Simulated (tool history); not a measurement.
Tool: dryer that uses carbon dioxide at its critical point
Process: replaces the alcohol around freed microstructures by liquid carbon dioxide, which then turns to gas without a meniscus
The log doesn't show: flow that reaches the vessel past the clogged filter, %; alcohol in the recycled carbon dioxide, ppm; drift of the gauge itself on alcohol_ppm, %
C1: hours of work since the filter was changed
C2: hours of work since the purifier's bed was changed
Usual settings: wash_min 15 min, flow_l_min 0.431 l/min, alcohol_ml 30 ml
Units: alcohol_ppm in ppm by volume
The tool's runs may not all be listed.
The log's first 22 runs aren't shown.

Run 23, hour 177.7: usual settings but flow_l_min 0.485 l/min; C1 215; C2 357. Result: alcohol_ppm 58 ppm by volume.
Run 24, hour 188.5: usual settings; C1 222; C2 364. Result: alcohol_ppm 104 ppm by volume.
At hour 194.7: inlet filter changed.
Run 25, hour 194.7: usual settings but flow_l_min 0.458 l/min; C1 0; C2 368. Result: alcohol_ppm 61 ppm by volume.
Run 26, hour 201.7: usual settings but flow_l_min 0.458 l/min, alcohol_ml 31 ml; C1 5; C2 372. Result: alcohol_ppm 63 ppm by volume.
Run 27, hour 209.5: usual settings but wash_min 10 min; C1 10; C2 377. Result: alcohol_ppm 491 ppm by volume.
Run 28, hour 216.3: usual settings but flow_l_min 0.616 l/min; C1 14; C2 382. Result: alcohol_ppm 21 ppm by volume.
Run 29, hour 225.1: usual settings but flow_l_min 0.616 l/min; C1 20; C2 387. Result: alcohol_ppm 24 ppm by volume.
Run 30, hour 231.6: usual settings but flow_l_min 0.616 l/min; C1 24; C2 392. Result: alcohol_ppm 34 ppm by volume.
Run 31, hour 238.1: usual settings but flow_l_min 0.616 l/min; C1 28; C2 396. Result: alcohol_ppm 36 ppm by volume.
Run 32, hour 248.8: usual settings but flow_l_min 0.561 l/min, alcohol_ml 37 ml; C1 35; C2 403. Result: alcohol_ppm 33 ppm by volume.
Run 33, hour 256.0: usual settings but wash_min 21 min, flow_l_min 0.360 l/min, alcohol_ml 88 ml; C1 40; C2 408. Result: alcohol_ppm 84 ppm by volume.
Run 34, hour 267.9: usual settings but wash_min 21 min, flow_l_min 0.360 l/min, alcohol_ml 88 ml; C1 48; C2 415. Result: alcohol_ppm 86 ppm by volume.
Run 35, hour 274.2: usual settings but wash_min 14 min, flow_l_min 0.472 l/min, alcohol_ml 88 ml; C1 52; C2 420. Result: alcohol_ppm 179 ppm by volume.
Run 36, hour 283.8: usual settings but wash_min 14 min, flow_l_min 0.472 l/min, alcohol_ml 88 ml; C1 58; C2 426. Result: alcohol_ppm 188 ppm by volume.
Run 37, hour 290.5: usual settings but wash_min 14 min, flow_l_min 0.619 l/min, alcohol_ml 88 ml; C1 63; C2 430. Result: alcohol_ppm 48 ppm by volume.
Run 38, hour 299.2: usual settings but wash_min 14 min, flow_l_min 0.619 l/min, alcohol_ml 88 ml; C1 68; C2 436. Result: alcohol_ppm 47 ppm by volume.
Run 39, hour 307.3: usual settings but wash_min 14 min, flow_l_min 0.619 l/min, alcohol_ml 88 ml; C1 74; C2 441. Result: alcohol_ppm 51 ppm by volume.
Run 40, hour 317.7: usual settings but wash_min 14 min, flow_l_min 0.619 l/min, alcohol_ml 88 ml; C1 81; C2 448. Result: alcohol_ppm 51 ppm by volume.
Run 41, hour 322.8: usual settings but flow_l_min 0.493 l/min, alcohol_ml 46 ml; C1 84; C2 452. Result: alcohol_ppm 70 ppm by volume.
Run 42, hour 331.5: usual settings but alcohol_ml 79 ml; C1 90; C2 457. Result: alcohol_ppm 199 ppm by volume.
Run 43, hour 339.3: usual settings but flow_l_min 0.354 l/min, alcohol_ml 33 ml; C1 95; C2 462. Result: alcohol_ppm 243 ppm by volume.
Run 44, hour 350.8: usual settings but wash_min 20 min, flow_l_min 0.437 l/min, alcohol_ml 92 ml; C1 102; C2 470. Result: alcohol_ppm 53 ppm by volume.
Run 45, hour 358.8: usual settings but wash_min 14 min, flow_l_min 0.313 l/min, alcohol_ml 32 ml; C1 107; C2 475. Result: alcohol_ppm 521 ppm by volume.
Run 46, hour 365.4: usual settings but flow_l_min 0.712 l/min; C1 112; C2 479. Result: alcohol_ppm 37 ppm by volume.
Run 47, hour 373.9: usual settings but flow_l_min 0.712 l/min; C1 117; C2 485. Result: alcohol_ppm 31 ppm by volume.

3 ways to go on from here, each from the tool as it stands after run 47. What would each give?
Run A, hour 382.6: usual settings but alcohol_ml 113 ml; C1 123; C2 491. Result: alcohol_ppm ?.
Run B, hour 382.6: usual settings but wash_min 14 min, flow_l_min 0.712 l/min, alcohol_ml 31 ml; C1 123; C2 491. Result: alcohol_ppm ?.
Run C, hour 382.6: usual settings but wash_min 17 min, flow_l_min 0.691 l/min, alcohol_ml 33 ml; C1 123; C2 491. Result: alcohol_ppm ?.

run  alcohol_ppm
  A          283
  B           35
  C           29
Without the tool's hidden state the same runs would have given:
run  alcohol_ppm
  A          209
  B            9
  C            4
